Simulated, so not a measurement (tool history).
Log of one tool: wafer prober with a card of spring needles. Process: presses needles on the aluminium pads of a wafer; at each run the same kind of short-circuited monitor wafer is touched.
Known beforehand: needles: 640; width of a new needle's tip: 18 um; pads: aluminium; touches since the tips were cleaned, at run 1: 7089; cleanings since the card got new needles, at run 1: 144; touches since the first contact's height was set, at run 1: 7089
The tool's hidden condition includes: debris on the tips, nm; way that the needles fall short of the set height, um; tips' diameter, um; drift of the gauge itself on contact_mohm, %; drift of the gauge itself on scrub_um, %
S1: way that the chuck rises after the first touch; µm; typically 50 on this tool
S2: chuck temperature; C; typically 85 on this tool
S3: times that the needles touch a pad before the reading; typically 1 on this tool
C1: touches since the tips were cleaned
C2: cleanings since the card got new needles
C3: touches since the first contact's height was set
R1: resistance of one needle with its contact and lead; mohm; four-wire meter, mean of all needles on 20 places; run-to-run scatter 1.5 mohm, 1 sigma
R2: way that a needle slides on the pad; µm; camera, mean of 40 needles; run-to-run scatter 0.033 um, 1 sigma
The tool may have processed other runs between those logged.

{"run": 1, "hour": 0.0, "S1": 50, "S2": 85, "S3": 1, "C1": 7089, "C2": 144, "C3": 7089, "R1": 254, "R2": 10.61}
{"hour": 5.0, "done": "tips cleaned on abrasive film"}
{"hour": 24.8, "done": "tips cleaned on abrasive film"}
{"hour": 47.2, "done": "tips cleaned on abrasive film"}
{"hour": 69.7, "done": "tips cleaned on abrasive film"}
{"run": 2, "hour": 72.7, "S1": 50, "S2": 85, "S3": 1, "C1": 1112, "C2": 148, "C3": 34624, "R1": 186, "R2": 10.55}
{"hour": 92.6, "done": "tips cleaned on abrasive film"}
{"hour": 114.4, "done": "tips cleaned on abrasive film"}
{"hour": 137.5, "done": "tips cleaned on abrasive film"}
{"run": 3, "hour": 140.5, "S1": 50, "S2": 85, "S3": 1, "C1": 1161, "C2": 151, "C3": 60378, "R1": 188, "R2": 10.48}
{"hour": 158.6, "done": "tips cleaned on abrasive film"}
{"run": 4, "hour": 172.5, "S1": 50, "S2": 85, "S3": 1, "C1": 5273, "C2": 152, "C3": 72511, "R1": 254, "R2": 10.47}
{"hour": 182.4, "done": "tips cleaned on abrasive film"}
{"hour": 205.9, "done": "tips cleaned on abrasive film"}
{"hour": 227.6, "done": "tips cleaned on abrasive film"}
{"run": 5, "hour": 236.6, "S1": 50, "S2": 85, "S3": 1, "C1": 3418, "C2": 155, "C3": 96810, "R1": 234, "R2": 10.5}
{"hour": 249.9, "done": "tips cleaned on abrasive film"}
{"hour": 271.2, "done": "tips cleaned on abrasive film"}
{"hour": 291.8, "done": "tips cleaned on abrasive film"}
{"run": 6, "hour": 291.8, "S1": 50, "S2": 85, "S3": 1, "C1": 0, "C2": 158, "C3": 117746, "R1": 160, "R2": 10.35}
{"hour": 314.3, "done": "tips cleaned on abrasive film"}
{"hour": 334.3, "done": "tips cleaned on abrasive film"}
{"run": 7, "hour": 334.3, "S1": 50, "S2": 85, "S3": 1, "C1": 0, "C2": 160, "C3": 133883, "R1": 152, "R2": 10.37}
{"hour": 355.2, "done": "tips cleaned on abrasive film"}
{"run": 8, "hour": 370.6, "S1": 50, "S2": 86, "S3": 1, "C1": 5862, "C2": 161, "C3": 147672, "R1": 263, "R2": 10.3}
{"hour": 379.8, "done": "tips cleaned on abrasive film"}
{"hour": 402.3, "done": "tips cleaned on abrasive film"}
{"hour": 423.7, "done": "tips cleaned on abrasive film"}
{"run": 9, "hour": 423.7, "S1": 50, "S2": 86, "S3": 1, "C1": 0, "C2": 164, "C3": 167767, "R1": 155, "R2": 10.26}
{"hour": 447.8, "done": "tips cleaned on abrasive film"}
{"run": 10, "hour": 462.5, "S1": 50, "S2": 86, "S3": 1, "C1": 5602, "C2": 165, "C3": 182528, "R1": 271, "R2": 10.27}
{"hour": 471.0, "done": "tips cleaned on abrasive film"}
{"hour": 492.4, "done": "tips cleaned on abrasive film"}
{"run": 11, "hour": 506.0, "S1": 50, "S2": 85, "S3": 1, "C1": 5187, "C2": 167, "C3": 199016, "R1": 271, "R2": 10.24}
{"hour": 514.4, "done": "tips cleaned on abrasive film"}
{"hour": 535.0, "done": "tips cleaned on abrasive film"}
{"hour": 555.3, "done": "tips cleaned on abrasive film"}
{"run": 12, "hour": 561.7, "S1": 50, "S2": 85, "S3": 1, "C1": 2421, "C2": 170, "C3": 220120, "R1": 225, "R2": 10.08}
{"hour": 579.0, "done": "tips cleaned on abrasive film"}
{"hour": 583.0, "done": "height of the first contact set anew"}
{"hour": 602.1, "done": "tips cleaned on abrasive film"}
{"run": 13, "hour": 620.9, "S1": 50, "S2": 33, "S3": 1, "C1": 7142, "C2": 172, "C3": 14386, "R1": 304, "R2": 9.91}
{"hour": 624.4, "done": "tips cleaned on abrasive film"}
{"hour": 647.7, "done": "tips cleaned on abrasive film"}
{"hour": 669.1, "done": "tips cleaned on abrasive film"}
{"run": 14, "hour": 669.1, "S1": 50, "S2": 85, "S3": 2, "C1": 0, "C2": 175, "C3": 32660, "R1": 154, "R2": 9.84}
{"hour": 690.6, "done": "tips cleaned on abrasive film"}
{"hour": 712.9, "done": "tips cleaned on abrasive film"}
{"hour": 737.1, "done": "tips cleaned on abrasive film"}
{"run": 15, "hour": 738.0, "S1": 53, "S2": 34, "S3": 2, "C1": 363, "C2": 178, "C3": 58809, "R1": 147, "R2": 10.42}
{"hour": 757.0, "done": "tips cleaned on abrasive film"}
{"hour": 778.3, "done": "tips cleaned on abrasive film"}
{"hour": 800.2, "done": "tips cleaned on abrasive film"}
{"run": 16, "hour": 809.3, "S1": 53, "S2": 37, "S3": 2, "C1": 3453, "C2": 181, "C3": 85847, "R1": 202, "R2": 10.34}
{"hour": 822.3, "done": "tips cleaned on abrasive film"}
{"hour": 844.1, "done": "tips cleaned on abrasive film"}
{"hour": 866.1, "done": "tips cleaned on abrasive film"}
{"run": 17, "hour": 867.4, "S1": 66, "S2": 39, "S3": 2, "C1": 501, "C2": 184, "C3": 107872, "R1": 141, "R2": 13.11}
{"hour": 887.1, "done": "tips cleaned on abrasive film"}
{"hour": 910.3, "done": "tips cleaned on abrasive film"}
{"hour": 923.7, "done": "height of the first contact set anew, once more"}
{"hour": 932.8, "done": "tips cleaned on abrasive film"}
{"run": 18, "hour": 937.2, "S1": 66, "S2": 39, "S3": 2, "C1": 1676, "C2": 187, "C3": 5100, "R1": 149, "R2": 14.03}
{"hour": 955.7, "done": "tips cleaned on abrasive film"}
{"hour": 976.2, "done": "tips cleaned on abrasive film"}
{"hour": 998.4, "done": "tips cleaned on abrasive film"}
{"run": 19, "hour": 999.1, "S1": 50, "S2": 85, "S3": 2, "C1": 288, "C2": 190, "C3": 28600, "R1": 158, "R2": 10.55}
{"hour": 1019.3, "done": "tips cleaned on abrasive film"}
{"run": 20, "hour": 1033.8, "S1": 50, "S2": 65, "S3": 2, "C1": 5516, "C2": 191, "C3": 41768, "R1": 220, "R2": 10.54}
{"hour": 1041.9, "done": "tips cleaned on abrasive film"}
{"hour": 1063.8, "done": "tips cleaned on abrasive film"}
{"hour": 1085.0, "done": "tips cleaned on abrasive film"}
{"run": 21, "hour": 1086.2, "S1": 50, "S2": 53, "S3": 2, "C1": 473, "C2": 194, "C3": 61622, "R1": 161, "R2": 10.43}
{"hour": 1107.8, "done": "tips cleaned on abrasive film"}
{"run": 22, "hour": 1125.3, "S1": 50, "S2": 58, "S3": 1, "C1": 6653, "C2": 195, "C3": 76485, "R1": 285, "R2": 10.43}
{"hour": 1130.3, "done": "tips cleaned on abrasive film"}
{"hour": 1150.1, "done": "tips cleaned on abrasive film"}
{"hour": 1171.5, "done": "tips cleaned on abrasive film"}
{"run": 23, "hour": 1184.2, "S1": 57, "S2": 85, "S3": 1, "C1": 4847, "C2": 198, "C3": 98816, "R1": 236, "R2": 11.92}
{"hour": 1193.5, "done": "tips cleaned on abrasive film"}
{"hour": 1215.5, "done": "tips cleaned on abrasive film"}
{"run": 24, "hour": 1234.0, "S1": 36, "S2": 85, "S3": 1, "C1": 7033, "C2": 200, "C3": 117706, "R1": 429, "R2": 7.34}
{"hour": 1239.0, "done": "tips cleaned on abrasive film"}
{"hour": 1260.6, "done": "tips cleaned on abrasive film"}
{"run": 25, "hour": 1276.8, "S1": 34, "S2": 51, "S3": 1, "C1": 6172, "C2": 202, "C3": 133936, "R1": 472, "R2": 6.92}
{"hour": 1281.3, "done": "tips cleaned on abrasive film"}
{"hour": 1302.8, "done": "tips cleaned on abrasive film"}
{"hour": 1325.1, "done": "tips cleaned on abrasive film"}
{"run": 26, "hour": 1343.3, "S1": 68, "S2": 51, "S3": 3, "C1": 6941, "C2": 205, "C3": 159182, "R1": 164, "R2": 14.08}
{"hour": 1348.3, "done": "tips cleaned on abrasive film"}
{"hour": 1370.0, "done": "tips cleaned on abrasive film"}
{"run": 27, "hour": 1384.8, "S1": 51, "S2": 56, "S3": 2, "C1": 5638, "C2": 207, "C3": 174903, "R1": 224, "R2": 10.45}
{"hour": 1394.1, "done": "tips cleaned on abrasive film"}
{"hour": 1416.1, "done": "tips cleaned on abrasive film"}
{"run": 28, "hour": 1416.1, "S1": 47, "S2": 81, "S3": 1, "C1": 1, "C2": 209, "C3": 186766, "R1": 162, "R2": 9.57}

Hidden state at the last listed run before each entry between runs and at the first one after, where it differs:
Logged between run 1 and run 2: tips cleaned on abrasive film (hour 5); tips cleaned on abrasive film (hour 24.8); tips cleaned on abrasive film (hour 47.2); tips cleaned on abrasive film (hour 69.7)
  debris on the tips, nm: 142.2 -> 47.9; way that the needles fall short of the set height, um: 0 -> 0.34; tips' diameter, um: 22.39 -> 22.51
  measured minus no-state result, R1: +117 -> +45 mohm; R2: +0 -> -0.08 µm
Logged between run 2 and run 3: tips cleaned on abrasive film (hour 92.6); tips cleaned on abrasive film (hour 114.4); tips cleaned on abrasive film (hour 137.5)
  debris on the tips, nm: 47.9 -> 52.9; way that the needles fall short of the set height, um: 0.34 -> 0.6; tips' diameter, um: 22.51 -> 22.6
  measured minus no-state result, R1: +45 -> +49 mohm; R2: -0.08 -> -0.13 µm
Logged between run 3 and run 4: tips cleaned on abrasive film (hour 158.6)
  debris on the tips, nm: 52.9 -> 125.9; way that the needles fall short of the set height, um: 0.6 -> 0.67; tips' diameter, um: 22.6 -> 22.62
  measured minus no-state result, R1: +49 -> +113 mohm; R2: -0.13 -> -0.14 µm
Logged between run 4 and run 5: tips cleaned on abrasive film (hour 182.4); tips cleaned on abrasive film (hour 205.9); tips cleaned on abrasive film (hour 227.6)
  debris on the tips, nm: 125.9 -> 105.9; way that the needles fall short of the set height, um: 0.67 -> 0.89; tips' diameter, um: 22.62 -> 22.7
  measured minus no-state result, R1: +113 -> +96 mohm; R2: -0.14 -> -0.19 µm
Logged between run 5 and run 6: tips cleaned on abrasive film (hour 249.9); tips cleaned on abrasive film (hour 271.2); tips cleaned on abrasive film (hour 291.8)
  debris on the tips, nm: 105.9 -> 14.2; way that the needles fall short of the set height, um: 0.89 -> 1.17; tips' diameter, um: 22.7 -> 22.8
  measured minus no-state result, R1: +96 -> +19 mohm; R2: -0.19 -> -0.25 µm
Logged between run 6 and run 7: tips cleaned on abrasive film (hour 314.3); tips cleaned on abrasive film (hour 334.3)
  debris on the tips, nm: 14.2 -> 6.6; way that the needles fall short of the set height, um: 1.17 -> 1.32; tips' diameter, um: 22.8 -> 22.85
  measured minus no-state result, R1: +19 -> +13 mohm; R2: -0.25 -> -0.28 µm
Logged between run 7 and run 8: tips cleaned on abrasive film (hour 355.2)
  debris on the tips, nm: 6.6 -> 133.5; way that the needles fall short of the set height, um: 1.32 -> 1.4; tips' diameter, um: 22.85 -> 22.88
  measured minus no-state result, R1: +13 -> +124 mohm; R2: -0.28 -> -0.3 µm
Logged between run 8 and run 9: tips cleaned on abrasive film (hour 379.8); tips cleaned on abrasive film (hour 402.3); tips cleaned on abrasive film (hour 423.7)
  debris on the tips, nm: 133.5 -> 9.7; way that the needles fall short of the set height, um: 1.4 -> 1.68; tips' diameter, um: 22.88 -> 22.98
  measured minus no-state result, R1: +124 -> +17 mohm; R2: -0.3 -> -0.35 µm
Logged between run 9 and run 10: tips cleaned on abrasive film (hour 447.8)
  debris on the tips, nm: 9.7 -> 135.6; way that the needles fall short of the set height, um: 1.68 -> 1.78; tips' diameter, um: 22.98 -> 23.01
  measured minus no-state result, R1: +17 -> +129 mohm; R2: -0.35 -> -0.38 µm
Logged between run 10 and run 11: tips cleaned on abrasive film (hour 471); tips cleaned on abrasive film (hour 492.4)
  debris on the tips, nm: 135.6 -> 137.3; way that the needles fall short of the set height, um: 1.78 -> 1.96; tips' diameter, um: 23.01 -> 23.07
  measured minus no-state result, R1: +129 -> +132 mohm; R2: -0.38 -> -0.42 µm
Logged between run 11 and run 12: tips cleaned on abrasive film (hour 514.4); tips cleaned on abrasive film (hour 535); tips cleaned on abrasive film (hour 555.3)
  debris on the tips, nm: 137.3 -> 80.4; way that the needles fall short of the set height, um: 1.96 -> 2.27; tips' diameter, um: 23.07 -> 23.18
  measured minus no-state result, R1: +132 -> +83 mohm; R2: -0.42 -> -0.48 µm
Logged between run 12 and run 13: tips cleaned on abrasive film (hour 579); height of the first contact set anew (hour 583); tips cleaned on abrasive film (hour 602.1)
  debris on the tips, nm: 80.4 -> 156.5; way that the needles fall short of the set height, um: 2.27 -> 3.41; tips' diameter, um: 23.18 -> 23.24
  measured minus no-state result, R1: +83 -> +174 mohm; R2: -0.48 -> -0.73 µm
Logged between run 13 and run 14: tips cleaned on abrasive film (hour 624.4); tips cleaned on abrasive film (hour 647.7); tips cleaned on abrasive film (hour 669.1)
  debris on the tips, nm: 156.5 -> 8.1; way that the needles fall short of the set height, um: 3.41 -> 3.63; tips' diameter, um: 23.24 -> 23.32
  measured minus no-state result, R1: +174 -> +14 mohm; R2: -0.73 -> -0.77 µm
Logged between run 14 and run 15: tips cleaned on abrasive film (hour 690.6); tips cleaned on abrasive film (hour 712.9); tips cleaned on abrasive film (hour 737.1)
  debris on the tips, nm: 8.1 -> 22.5; way that the needles fall short of the set height, um: 3.63 -> 3.91; tips' diameter, um: 23.32 -> 23.41
  measured minus no-state result, R1: +14 -> +20 mohm; R2: -0.77 -> -0.83 µm
Logged between run 15 and run 16: tips cleaned on abrasive film (hour 757); tips cleaned on abrasive film (hour 778.3); tips cleaned on abrasive film (hour 800.2)
  debris on the tips, nm: 22.5 -> 113.1; way that the needles fall short of the set height, um: 3.91 -> 4.18; tips' diameter, um: 23.41 -> 23.51
  measured minus no-state result, R1: +20 -> +74 mohm; R2: -0.83 -> -0.89 µm
Logged between run 16 and run 17: tips cleaned on abrasive film (hour 822.3); tips cleaned on abrasive film (hour 844.1); tips cleaned on abrasive film (hour 866.1)
  debris on the tips, nm: 113.1 -> 23.6; way that the needles fall short of the set height, um: 4.18 -> 4.44; tips' diameter, um: 23.51 -> 23.6
  measured minus no-state result, R1: +74 -> +15 mohm; R2: -0.89 -> -0.94 µm
Logged between run 17 and run 18: tips cleaned on abrasive film (hour 887.1); tips cleaned on abrasive film (hour 910.3); height of the first contact set anew, once more (hour 923.7); tips cleaned on abrasive film (hour 932.8)
  debris on the tips, nm: 23.6 -> 57.7; way that the needles fall short of the set height, um: 4.44 -> 0.09; tips' diameter, um: 23.6 -> 23.69
  measured minus no-state result, R1: +15 -> +24 mohm; R2: -0.94 -> -0.02 µm
Logged between run 18 and run 19: tips cleaned on abrasive film (hour 955.7); tips cleaned on abrasive film (hour 976.2); tips cleaned on abrasive film (hour 998.4)
  debris on the tips, nm: 57.7 -> 20.7; way that the needles fall short of the set height, um: 0.09 -> 0.35; tips' diameter, um: 23.69 -> 23.78
  measured minus no-state result, R1: +24 -> +19 mohm; R2: -0.02 -> -0.08 µm
Logged between run 19 and run 20: tips cleaned on abrasive film (hour 1019.3)
  debris on the tips, nm: 20.7 -> 139.2; way that the needles fall short of the set height, um: 0.35 -> 0.46; tips' diameter, um: 23.78 -> 23.82
  measured minus no-state result, R1: +19 -> +85 mohm; R2: -0.08 -> -0.09 µm
Logged between run 20 and run 21: tips cleaned on abrasive film (hour 1041.9); tips cleaned on abrasive film (hour 1063.8); tips cleaned on abrasive film (hour 1085)
  debris on the tips, nm: 139.2 -> 26.9; way that the needles fall short of the set height, um: 0.46 -> 0.75; tips' diameter, um: 23.82 -> 23.92
  measured minus no-state result, R1: +85 -> +24 mohm; R2: -0.09 -> -0.16 µm
Logged between run 21 and run 22: tips cleaned on abrasive film (hour 1107.8)
  debris on the tips, nm: 26.9 -> 144.2; way that the needles fall short of the set height, um: 0.75 -> 0.81; tips' diameter, um: 23.92 -> 23.94
  measured minus no-state result, R1: +24 -> +148 mohm; R2: -0.16 -> -0.18 µm
Logged between run 22 and run 23: tips cleaned on abrasive film (hour 1130.3); tips cleaned on abrasive film (hour 1150.1); tips cleaned on abrasive film (hour 1171.5)
  debris on the tips, nm: 144.2 -> 123.6; way that the needles fall short of the set height, um: 0.81 -> 1.06; tips' diameter, um: 23.94 -> 24.03
  measured minus no-state result, R1: +148 -> +99 mohm; R2: -0.18 -> -0.23 µm
Logged between run 23 and run 24: tips cleaned on abrasive film (hour 1193.5); tips cleaned on abrasive film (hour 1215.5)
  debris on the tips, nm: 123.6 -> 151.3; way that the needles fall short of the set height, um: 1.06 -> 1.23; tips' diameter, um: 24.03 -> 24.09
  measured minus no-state result, R1: +99 -> +283 mohm; R2: -0.23 -> -0.26 µm
Logged between run 24 and run 25: tips cleaned on abrasive film (hour 1239); tips cleaned on abrasive film (hour 1260.6)
  debris on the tips, nm: 151.3 -> 146; way that the needles fall short of the set height, um: 1.23 -> 1.41; tips' diameter, um: 24.09 -> 24.15
  measured minus no-state result, R1: +283 -> +328 mohm; R2: -0.26 -> -0.3 µm
Logged between run 25 and run 26: tips cleaned on abrasive film (hour 1281.3); tips cleaned on abrasive film (hour 1302.8); tips cleaned on abrasive film (hour 1325.1)
  debris on the tips, nm: 146 -> 149.1; way that the needles fall short of the set height, um: 1.41 -> 1.68; tips' diameter, um: 24.15 -> 24.25
  measured minus no-state result, R1: +328 -> +36 mohm; R2: -0.3 -> -0.36 µm
Logged between run 26 and run 27: tips cleaned on abrasive film (hour 1348.3); tips cleaned on abrasive film (hour 1370)
  debris on the tips, nm: 149.1 -> 133.5; way that the needles fall short of the set height, um: 1.68 -> 1.83; tips' diameter, um: 24.25 -> 24.3
  measured minus no-state result, R1: +36 -> +89 mohm; R2: -0.36 -> -0.39 µm
Logged between run 27 and run 28: tips cleaned on abrasive film (hour 1394.1); tips cleaned on abrasive film (hour 1416.1)
  debris on the tips, nm: 133.5 -> 10.6; way that the needles fall short of the set height, um: 1.83 -> 2.03; tips' diameter, um: 24.3 -> 24.37
  measured minus no-state result, R1: +89 -> +23 mohm; R2: -0.39 -> -0.43 µm
